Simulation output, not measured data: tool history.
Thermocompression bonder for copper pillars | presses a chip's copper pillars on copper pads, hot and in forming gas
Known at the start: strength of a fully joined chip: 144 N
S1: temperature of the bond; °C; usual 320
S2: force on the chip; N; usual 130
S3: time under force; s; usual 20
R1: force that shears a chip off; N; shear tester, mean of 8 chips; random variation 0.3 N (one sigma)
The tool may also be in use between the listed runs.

run	hour	S1	S2	S3	R1
1	0	320	130	20	95.2
2	33.1	312	130	20	88.1
# hour 46.2: heater calibrated with a thermocouple chip
3	55.8	312	130	20	83.1
4	72.7	320	130	25	96.1
5	109.3	320	130	20	90.8
6	138.4	320	130	20	90.7
7	155.5	302	130	20	73
8	182	297	130	20	68.4
9	213.3	299	130	20	71.1
10	228.3	320	130	24	95.4
11	247.3	320	130	24	95.2
12	275.3	320	130	20	91
13	297.5	320	130	20	90.7
# hour 323.5: forming gas filter changed
14	328.9	320	130	20	93.4
15	346.6	312	130	20	85.5
16	362.6	320	130	15	85.7
17	399	313	130	20	86.2
18	421.3	343	195	56	139.1
# hour 425.1: force cell calibrated
19	445.7	343	195	56	139.5
20	464	316	130	20	88.9
21	482.1	313	84	20	64.2
# hour 499: force cell calibrated, once more
22	502.9	345	130	33	126.4
23	529.1	326	130	12	86.9
24	549	326	130	12	86.5
25	581.1	302	130	14	68.8
26	616	302	130	14	68.9
27	633.5	302	130	14	69.2
28	651.5	302	130	14	68.9
# hour 674.6: forming gas filter changed
29	674.6	302	130	14	70.3

Forecast run 30:
30	707.9	314	163	44	?

Run 30 gave R1 121.9 N.
Without the tool's hidden state the same run would have given R1 117.8 N.
